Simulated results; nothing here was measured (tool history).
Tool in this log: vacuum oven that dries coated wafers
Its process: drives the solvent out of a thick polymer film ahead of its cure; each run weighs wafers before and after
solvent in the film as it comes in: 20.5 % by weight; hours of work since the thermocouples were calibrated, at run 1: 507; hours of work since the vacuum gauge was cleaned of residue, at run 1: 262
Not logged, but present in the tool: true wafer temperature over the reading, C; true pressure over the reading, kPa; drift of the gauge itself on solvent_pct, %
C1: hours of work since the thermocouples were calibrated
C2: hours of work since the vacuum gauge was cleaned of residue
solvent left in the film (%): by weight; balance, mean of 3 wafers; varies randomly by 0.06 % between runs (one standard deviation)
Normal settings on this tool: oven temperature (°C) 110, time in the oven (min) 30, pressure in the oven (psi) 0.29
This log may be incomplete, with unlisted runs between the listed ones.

run 1 hour=0 | oven_temperature_(°C)=110 time_in_the_oven_(min)=30 pressure_in_the_oven_(psi)=0.29 | C1=507 C2=262 | solvent_left_in_the_film_(%)=3.21
run 2 hour=22.2 | oven_temperature_(°C)=110 time_in_the_oven_(min)=30 pressure_in_the_oven_(psi)=0.29 | C1=516 C2=271 | solvent_left_in_the_film_(%)=3.23
run 3 hour=32.4 | oven_temperature_(°C)=110 time_in_the_oven_(min)=30 pressure_in_the_oven_(psi)=0.29 | C1=521 C2=276 | solvent_left_in_the_film_(%)=3.32
run 4 hour=47.5 | oven_temperature_(°C)=110 time_in_the_oven_(min)=30 pressure_in_the_oven_(psi)=0.29 | C1=527 C2=282 | solvent_left_in_the_film_(%)=3.29
run 5 hour=57.2 | oven_temperature_(°C)=110 time_in_the_oven_(min)=30 pressure_in_the_oven_(psi)=0.29 | C1=531 C2=286 | solvent_left_in_the_film_(%)=3.17
run 6 hour=79.3 | oven_temperature_(°C)=110 time_in_the_oven_(min)=16 pressure_in_the_oven_(psi)=0.29 | C1=541 C2=296 | solvent_left_in_the_film_(%)=5.61
run 7 hour=94.6 | oven_temperature_(°C)=110 time_in_the_oven_(min)=30 pressure_in_the_oven_(psi)=0.838 | C1=548 C2=303 | solvent_left_in_the_film_(%)=7.39
run 8 hour=113.3 | oven_temperature_(°C)=110 time_in_the_oven_(min)=30 pressure_in_the_oven_(psi)=0.29 | C1=556 C2=311 | solvent_left_in_the_film_(%)=3.32
run 9 hour=123.4 | oven_temperature_(°C)=110 time_in_the_oven_(min)=30 pressure_in_the_oven_(psi)=0.29 | C1=560 C2=315 | solvent_left_in_the_film_(%)=3.31
run 10 hour=137 | oven_temperature_(°C)=110 time_in_the_oven_(min)=30 pressure_in_the_oven_(psi)=0.29 | C1=566 C2=321 | solvent_left_in_the_film_(%)=3.25
run 11 hour=151.1 | oven_temperature_(°C)=110 time_in_the_oven_(min)=30 pressure_in_the_oven_(psi)=0.355 | C1=572 C2=327 | solvent_left_in_the_film_(%)=3.66
run 12 hour=168.5 | oven_temperature_(°C)=110 time_in_the_oven_(min)=30 pressure_in_the_oven_(psi)=0.355 | C1=580 C2=335 | solvent_left_in_the_film_(%)=3.69
run 13 hour=185.3 | oven_temperature_(°C)=119 time_in_the_oven_(min)=30 pressure_in_the_oven_(psi)=0.29 | C1=587 C2=342 | solvent_left_in_the_film_(%)=2.02
run 14 hour=207.2 | oven_temperature_(°C)=120 time_in_the_oven_(min)=27 pressure_in_the_oven_(psi)=0.844 | C1=596 C2=351 | solvent_left_in_the_film_(%)=5.09
run 15 hour=228.7 | oven_temperature_(°C)=120 time_in_the_oven_(min)=27 pressure_in_the_oven_(psi)=0.844 | C1=606 C2=361 | solvent_left_in_the_film_(%)=5.09
run 16 hour=241.3 | oven_temperature_(°C)=120 time_in_the_oven_(min)=27 pressure_in_the_oven_(psi)=0.844 | C1=611 C2=366 | solvent_left_in_the_film_(%)=5.06
run 17 hour=259.1 | oven_temperature_(°C)=120 time_in_the_oven_(min)=47 pressure_in_the_oven_(psi)=0.844 | C1=619 C2=374 | solvent_left_in_the_film_(%)=4.84
run 18 hour=279.2 | oven_temperature_(°C)=111 time_in_the_oven_(min)=37 pressure_in_the_oven_(psi)=0.557 | C1=627 C2=382 | solvent_left_in_the_film_(%)=4.7
run 19 hour=293.3 | oven_temperature_(°C)=122 time_in_the_oven_(min)=16 pressure_in_the_oven_(psi)=0.2 | C1=634 C2=389 | solvent_left_in_the_film_(%)=2.7
run 20 hour=309.4 | oven_temperature_(°C)=123 time_in_the_oven_(min)=30 pressure_in_the_oven_(psi)=0.716 | C1=641 C2=396 | solvent_left_in_the_film_(%)=3.89
run 21 hour=321.9 | oven_temperature_(°C)=113 time_in_the_oven_(min)=41 pressure_in_the_oven_(psi)=0.716 | C1=646 C2=401 | solvent_left_in_the_film_(%)=5.31
run 22 hour=332.1 | oven_temperature_(°C)=113 time_in_the_oven_(min)=16 pressure_in_the_oven_(psi)=0.716 | C1=650 C2=405 | solvent_left_in_the_film_(%)=7.43
run 23 hour=347.1 | oven_temperature_(°C)=113 time_in_the_oven_(min)=16 pressure_in_the_oven_(psi)=0.716 | C1=657 C2=412 | solvent_left_in_the_film_(%)=7.48
run 24 hour=365.8 | oven_temperature_(°C)=110 time_in_the_oven_(min)=29 pressure_in_the_oven_(psi)=0.252 | C1=665 C2=420 | solvent_left_in_the_film_(%)=3.04
run 25 hour=380.7 | oven_temperature_(°C)=95 time_in_the_oven_(min)=44 pressure_in_the_oven_(psi)=0.29 | C1=671 C2=426 | solvent_left_in_the_film_(%)=5.2
run 26 hour=401.1 | oven_temperature_(°C)=109 time_in_the_oven_(min)=26 pressure_in_the_oven_(psi)=0.425 | C1=680 C2=435 | solvent_left_in_the_film_(%)=4.94

Predict each of these 4 candidate next runs independently; none follows another, all start after run 26:
run A hour=417.5 | oven_temperature_(°C)=110 time_in_the_oven_(min)=30 pressure_in_the_oven_(psi)=0.963 | C1=687 C2=442 | solvent_left_in_the_film_(%)=?
run B hour=417.5 | oven_temperature_(°C)=114 time_in_the_oven_(min)=30 pressure_in_the_oven_(psi)=0.29 | C1=687 C2=442 | solvent_left_in_the_film_(%)=?
run C hour=417.5 | oven_temperature_(°C)=109 time_in_the_oven_(min)=21 pressure_in_the_oven_(psi)=0.425 | C1=687 C2=442 | solvent_left_in_the_film_(%)=?
run D hour=417.5 | oven_temperature_(°C)=124 time_in_the_oven_(min)=26 pressure_in_the_oven_(psi)=0.148 | C1=687 C2=442 | solvent_left_in_the_film_(%)=?

run=A solvent_left_in_the_film_(%)=8.42
run=B solvent_left_in_the_film_(%)=2.61
run=C solvent_left_in_the_film_(%)=5.56
run=D solvent_left_in_the_film_(%)=1.02
What these runs would have given with no unlogged condition in the tool:
run=A solvent_left_in_the_film_(%)=8.6
run=B solvent_left_in_the_film_(%)=2.62
run=C solvent_left_in_the_film_(%)=5.69
run=D solvent_left_in_the_film_(%)=0.98
